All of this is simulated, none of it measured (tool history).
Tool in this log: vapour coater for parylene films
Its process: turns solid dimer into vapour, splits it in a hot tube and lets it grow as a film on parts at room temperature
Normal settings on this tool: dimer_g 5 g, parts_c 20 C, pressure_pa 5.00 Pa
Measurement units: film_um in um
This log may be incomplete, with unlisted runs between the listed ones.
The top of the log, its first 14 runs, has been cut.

{"run": 15, "hour": 512.1, "dimer_g": 5, "parts_c": 20, "pressure_pa": 5.0, "film_um": 1.76}
{"run": 16, "hour": 548.6, "dimer_g": 5, "parts_c": 20, "pressure_pa": 5.0, "film_um": 1.76}
{"run": 17, "hour": 592.3, "dimer_g": 5, "parts_c": 20, "pressure_pa": 5.0, "film_um": 1.77}
{"hour": 646.1, "done": "trap's valve overhauled"}
{"run": 18, "hour": 649.0, "dimer_g": 5, "parts_c": 20, "pressure_pa": 5.0, "film_um": 1.76}
{"run": 19, "hour": 696.2, "dimer_g": 5, "parts_c": 20, "pressure_pa": 4.43, "film_um": 1.84}
{"run": 20, "hour": 729.0, "dimer_g": 5, "parts_c": 20, "pressure_pa": 4.43, "film_um": 1.78}
{"run": 21, "hour": 761.9, "dimer_g": 5, "parts_c": 20, "pressure_pa": 4.43, "film_um": 1.79}
{"run": 22, "hour": 796.4, "dimer_g": 5, "parts_c": 20, "pressure_pa": 4.43, "film_um": 1.82}
{"run": 23, "hour": 831.1, "dimer_g": 5, "parts_c": 14, "pressure_pa": 4.43, "film_um": 2.01}

Expected results for the next run?
{"run": 24, "hour": 882.5, "dimer_g": 5, "parts_c": 20, "pressure_pa": 5.0, "film_um": "?"}

film_um: 1.79 um
With no hidden state in the tool, this same run would have given film_um 1.79 um.
